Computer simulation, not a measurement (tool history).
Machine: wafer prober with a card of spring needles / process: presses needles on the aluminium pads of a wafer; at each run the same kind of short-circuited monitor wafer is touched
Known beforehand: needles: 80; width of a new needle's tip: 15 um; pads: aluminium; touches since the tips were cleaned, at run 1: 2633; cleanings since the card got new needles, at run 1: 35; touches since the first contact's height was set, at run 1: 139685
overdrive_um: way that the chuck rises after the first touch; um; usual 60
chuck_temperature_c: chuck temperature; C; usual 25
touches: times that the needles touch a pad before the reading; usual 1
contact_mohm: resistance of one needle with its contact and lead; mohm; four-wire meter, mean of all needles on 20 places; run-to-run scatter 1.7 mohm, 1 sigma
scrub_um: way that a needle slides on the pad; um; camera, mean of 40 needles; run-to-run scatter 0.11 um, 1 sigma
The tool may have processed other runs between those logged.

run   hour  overdrive_um  chuck_temperature_c  touches  touches since the tips were cleaned  cleanings since the card got new needles  touches since the first contact's height was set  contact_mohm  scrub_um
  1    0.0            60                   25        1                                 2633                                        35                                            139685           329      7.91
       3.4  -- tips cleaned on abrasive film
      13.1  -- tips cleaned on abrasive film
  2   21.0            60                   25        1                                 3228                                        37                                            148140           357      7.41
      22.4  -- tips cleaned on abrasive film
      31.2  -- tips cleaned on abrasive film
      40.7  -- tips cleaned on abrasive film
  3   45.7            60                   25        1                                 2024                                        40                                            158064           327      7.26
      49.8  -- tips cleaned on abrasive film
      58.6  -- tips cleaned on abrasive film
  4   66.1            60                   25        1                                 3028                                        42                                            166263           375      7.22
      68.0  -- tips cleaned on abrasive film
      76.9  -- tips cleaned on abrasive film
  5   76.9            60                   44        1                                    0                                        44                                            170588           196      7.20
      85.7  -- tips cleaned on abrasive film
      94.7  -- tips cleaned on abrasive film
  6  101.3            60                   44        1                                 2702                                        46                                            180415           346      7.19
     104.9  -- tips cleaned on abrasive film, once more
     115.3  -- tips cleaned on abrasive film
     115.6  -- height of the first contact set anew
  7  120.4            60                   44        1                                 1937                                        48                                              1937           294      8.02
     124.2  -- tips cleaned on abrasive film
     132.9  -- tips cleaned on abrasive film
     143.1  -- tips cleaned on abrasive film
  8  144.7            60                   44        1                                  671                                        51                                             11721           242      8.01
     151.8  -- tips cleaned on abrasive film
     161.0  -- tips cleaned on abrasive film
  9  162.4            60                  120        1                                  567                                        53                                             18811           232      8.25
     171.6  -- tips cleaned on abrasive film
     181.9  -- tips cleaned on abrasive film
 10  187.5            60                  115        1                                 2296                                        55                                             28953           318      8.26
     190.6  -- tips cleaned on abrasive film
     201.1  -- tips cleaned on abrasive film
 11  204.4            60                   84        1                                 1373                                        57                                             35742           281      8.15
     210.6  -- tips cleaned on abrasive film
     219.6  -- tips cleaned on abrasive film
 12  221.6            60                   25        1                                  783                                        59                                             42625           237      8.12
     228.5  -- tips cleaned on abrasive film
     237.7  -- tips cleaned on abrasive film
 13  243.2            60                   25        1                                 2243                                        61                                             51350           325      7.95
     246.5  -- tips cleaned on abrasive film
     255.5  -- tips cleaned on abrasive film
 14  257.7            60                   25        1                                  898                                        63                                             57161           255      7.82
     265.5  -- tips cleaned on abrasive film
 15  270.9            60                   94        1                                 2166                                        64                                             62465           332      7.96
     275.2  -- tips cleaned on abrasive film
     284.0  -- tips cleaned on abrasive film
 16  289.3            60                  121        3                                 2164                                        66                                             69866           238      8.03
     293.8  -- tips cleaned on abrasive film
 17  299.9            62                   47        1                                 2477                                        67                                             74145           328      8.28
     303.1  -- tips cleaned on abrasive film
     313.6  -- tips cleaned on abrasive film
 18  320.7            58                   83        2                                 2876                                        69                                             82507           295      7.39
     322.9  -- tips cleaned on abrasive film
     332.2  -- tips cleaned on abrasive film
 19  340.4            58                   83        2                                 3332                                        71                                             90431           298      7.71
     341.7  -- tips cleaned on abrasive film
     351.2  -- tips cleaned on abrasive film
     361.1  -- tips cleaned on abrasive film
 20  364.2            58                   83        2                                 1260                                        74                                            100005           247      7.42
     370.0  -- tips cleaned on abrasive film
     378.8  -- tips cleaned on abrasive film
 21  380.9            51                   66        2                                  853                                        76                                            106713           245      6.62
     389.4  -- tips cleaned on abrasive film
     399.1  -- tips cleaned on abrasive film
 22  399.3            68                   80        1                                  106                                        78                                            114107           203      8.90
     408.3  -- tips cleaned on abrasive film
     417.0  -- tips cleaned on abrasive film
 23  417.0            65                   64        2                                    0                                        80                                            121225           193      8.23
     427.1  -- tips cleaned on abrasive film
     437.3  -- tips cleaned on abrasive film
 24  441.2            65                   64        2                                 1607                                        82                                            130967           254      8.32
     446.3  -- tips cleaned on abrasive film
     456.4  -- tips cleaned on abrasive film
 25  460.3            63                   38        1                                 1588                                        84                                            138648           310      8.06
     465.0  -- tips cleaned on abrasive film
     474.6  -- tips cleaned on abrasive film
 26  478.5            63                   38        1                                 1589                                        86                                            145948           297      7.85
     483.5  -- tips cleaned on abrasive film
     493.0  -- tips cleaned on abrasive film
 27  494.5            60                   25        1                                  604                                        88                                            152387           246      7.54
     502.7  -- tips cleaned on abrasive film
     511.5  -- tips cleaned on abrasive film
 28  517.5            60                   25        1                                 2458                                        90                                            161670           367      7.36
     521.2  -- tips cleaned on abrasive film
     529.8  -- tips cleaned on abrasive film
     539.4  -- tips cleaned on abrasive film
 29  539.5            60                   25        1                                   45                                        93                                            170479           207      7.53
     548.5  -- tips cleaned on abrasive film
     557.5  -- tips cleaned on abrasive film
 30  559.2            40                   32        3                                  687                                        95                                            178412           248      4.69

3 ways to go on from here, each from the tool as it stands after run 30. What would each give?
     566.9  -- tips cleaned on abrasive film
  A  572.1            40                  109        3                                 2118                                        96                                            183606             ?         ?
     566.9  -- tips cleaned on abrasive film
  B  572.1            58                   32        3                                 2118                                        96                                            183606             ?         ?
     566.9  -- tips cleaned on abrasive film
  C  572.1            60                   93        1                                 2118                                        96                                            183606             ?         ?

run  contact_mohm  scrub_um
  A           344      4.60
  B           250      7.33
  C           359      7.43
The same runs, with their run-to-run variation unchanged, on a tool lacking any hidden condition would have given:
run  contact_mohm  scrub_um
  A           195      5.37
  B           172      8.11
  C           183      8.20
